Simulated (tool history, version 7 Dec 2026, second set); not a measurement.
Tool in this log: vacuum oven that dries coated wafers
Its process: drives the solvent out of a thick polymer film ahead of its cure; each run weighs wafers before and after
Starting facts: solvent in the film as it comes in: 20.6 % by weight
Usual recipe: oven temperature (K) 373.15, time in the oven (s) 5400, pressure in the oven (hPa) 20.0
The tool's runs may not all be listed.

run   hour  oven temperature (K)  time in the oven (s)  pressure in the oven (hPa)  solvent left in the film (%)
  1    0.0                373.15                  5400                        20.0                          4.73
  2   25.6                373.15                  5400                        20.0                          4.78
  3   52.6                373.15                  5400                        20.0                          4.76
  4   76.2                373.15                  5400                        20.0                          4.80
  5   93.9                373.15                  5400                        20.0                          4.68
  6  107.8                359.15                  5400                        20.0                         11.12
  7  132.2                373.15                  5400                        20.0                          4.72
  8  152.2                373.15                  5400                        20.0                          4.74
  9  174.9                373.15                  5400                        20.0                          4.70
     180.2  -- oven's thermocouples calibrated
 10  200.8                373.15                  5400                        20.0                          4.68
 11  220.3                373.15                  5400                        20.0                          4.78
 12  248.1                373.15                  5400                        20.0                          4.75
 13  260.6                373.15                  5400                        20.0                          4.70
 14  277.5                387.15                  5400                        20.0                          1.11
 15  292.4                373.15                  5400                        20.0                          4.70
 16  316.1                386.15                  5400                        20.0                          1.23
 17  337.1                386.15                  5400                        20.0                          1.21
 18  362.7                386.15                  5400                        20.0                          1.28
 19  374.8                386.15                  4740                        20.0                          1.50
 20  391.4                386.15                  4740                        20.0                          1.41
 21  411.3                386.15                  4740                        20.0                          1.51
 22  430.8                386.15                  4740                        20.0                          1.46
 23  453.7                386.15                  4740                        20.0                          1.44
 24  476.0                360.15                  3600                        36.2                         13.29
 25  501.9                358.15                  4320                        61.6                         14.68
 26  524.2                358.15                  4320                        61.6                         14.65
 27  545.8                358.15                  4320                        61.6                         14.78
 28  562.5                373.15                  8040                        15.8                          2.66
 29  582.8                367.15                  2940                        18.6                         10.52
 30  600.8                361.15                  3780                        20.0                         11.78
 31  622.2                361.15                  3780                        20.0                         11.86
 32  636.9                373.15                  4260                        55.8                          8.03
 33  665.3                361.15                  9660                        71.0                         11.08
 34  690.4                361.15                  9660                        71.0                         11.16

Run 35 is up next; what results do you expect?
 35  704.0                361.15                  9660                        71.0                             ?

solvent left in the film (%): 11.18
The same run, on a tool lacking any hidden state, would have yielded solvent left in the film (%) 11.18.

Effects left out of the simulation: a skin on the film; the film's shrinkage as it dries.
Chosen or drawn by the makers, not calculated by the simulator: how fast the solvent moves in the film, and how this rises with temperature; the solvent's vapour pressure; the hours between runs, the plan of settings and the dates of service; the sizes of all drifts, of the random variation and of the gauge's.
